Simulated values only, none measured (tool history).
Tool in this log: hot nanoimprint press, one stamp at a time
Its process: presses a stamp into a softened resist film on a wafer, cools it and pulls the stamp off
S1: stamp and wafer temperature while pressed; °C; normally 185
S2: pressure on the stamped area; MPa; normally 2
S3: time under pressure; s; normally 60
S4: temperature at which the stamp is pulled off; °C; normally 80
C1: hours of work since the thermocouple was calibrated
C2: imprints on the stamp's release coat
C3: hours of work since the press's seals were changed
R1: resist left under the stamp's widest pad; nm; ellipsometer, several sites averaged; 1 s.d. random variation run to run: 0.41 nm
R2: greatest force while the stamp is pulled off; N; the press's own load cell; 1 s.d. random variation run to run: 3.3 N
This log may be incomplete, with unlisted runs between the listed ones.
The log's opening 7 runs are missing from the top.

| run | hour | S1 | S2 | S3 | S4 | C1 | C2 | C3 | R1 | R2 |
|---|---|---|---|---|---|---|---|---|---|---|
|  | 261.8 | press's hydraulic seals changed and the load cell set to zero |
| 8 | 288.1 | 185 | 2 | 60 | 74 | 281 | 392 | 11 | 161 | 190 |
| 9 | 318.9 | 185 | 2 | 43 | 74 | 294 | 435 | 23 | 178.1 | 190 |
| 10 | 370.5 | 185 | 2 | 43 | 74 | 315 | 507 | 45 | 177.9 | 195 |
| 11 | 425.7 | 185 | 2 | 43 | 74 | 338 | 585 | 67 | 178.9 | 194 |
| 12 | 468.3 | 185 | 2 | 43 | 74 | 355 | 644 | 85 | 178 | 198 |
| 13 | 518.1 | 185 | 2 | 43 | 74 | 376 | 714 | 105 | 179 | 202 |
| 14 | 551.2 | 185 | 2 | 43 | 74 | 389 | 760 | 119 | 179.2 | 210 |
| 15 | 590.8 | 185 | 2 | 60 | 80 | 406 | 816 | 135 | 162.2 | 183 |
| 16 | 628.1 | 183 | 1.36 | 60 | 84 | 421 | 868 | 151 | 206.5 | 166 |
| 17 | 656.2 | 183 | 1.36 | 60 | 84 | 433 | 907 | 162 | 207.1 | 174 |
| 18 | 691.2 | 183 | 1.36 | 60 | 84 | 447 | 956 | 177 | 206.9 | 163 |
| 19 | 722.8 | 183 | 1.36 | 60 | 84 | 460 | 1000 | 190 | 207.1 | 168 |
|  | 740.1 | plate thermocouple calibrated |
| 20 | 761.7 | 183 | 1.36 | 60 | 84 | 9 | 1051 | 205 | 205.4 | 171 |
| 21 | 790.5 | 189 | 2.28 | 65 | 79 | 21 | 1091 | 216 | 132.8 | 194 |
| 22 | 819.7 | 193 | 2 | 60 | 86 | 33 | 1132 | 228 | 135.7 | 166 |
| 23 | 847.9 | 193 | 2 | 73 | 86 | 44 | 1171 | 240 | 126.8 | 163 |
| 24 | 879.2 | 193 | 2.91 | 47 | 86 | 57 | 1215 | 253 | 118.2 | 165 |
| 25 | 907.8 | 193 | 2.91 | 47 | 86 | 69 | 1255 | 265 | 118.1 | 163 |
| 26 | 936.9 | 193 | 2.91 | 74 | 87 | 81 | 1296 | 277 | 101.5 | 166 |
| 27 | 979 | 177 | 2.12 | 60 | 71 | 98 | 1355 | 294 | 185.1 | 220 |
| 28 | 1022.5 | 177 | 2.12 | 60 | 71 | 116 | 1416 | 312 | 185.3 | 235 |
| 29 | 1070 | 177 | 2.12 | 60 | 71 | 136 | 1482 | 331 | 185.5 | 231 |
| 30 | 1111.9 | 177 | 1.88 | 60 | 71 | 153 | 1541 | 349 | 197.6 | 234 |

Consider 3 possible next runs. They are alternatives, not a sequence: every one starts from the tool as it was left by run 30. What does each give?
| A | 1163.3 | 185 | 2 | 53 | 80 | 174 | 1613 | 370 | ? | ? |
| B | 1163.3 | 191 | 1.88 | 42 | 71 | 174 | 1613 | 370 | ? | ? |
| C | 1163.3 | 177 | 2.86 | 60 | 78 | 174 | 1613 | 370 | ? | ? |

| run | R1 | R2 |
|---|---|---|
| A | 167.2 | 201 |
| B | 166.1 | 240 |
| C | 158.7 | 208 |
Had the tool no hidden state, the same runs would have come out as:
| run | R1 | R2 |
|---|---|---|
| A | 164.6 | 163 |
| B | 163.6 | 195 |
| C | 155.4 | 168 |
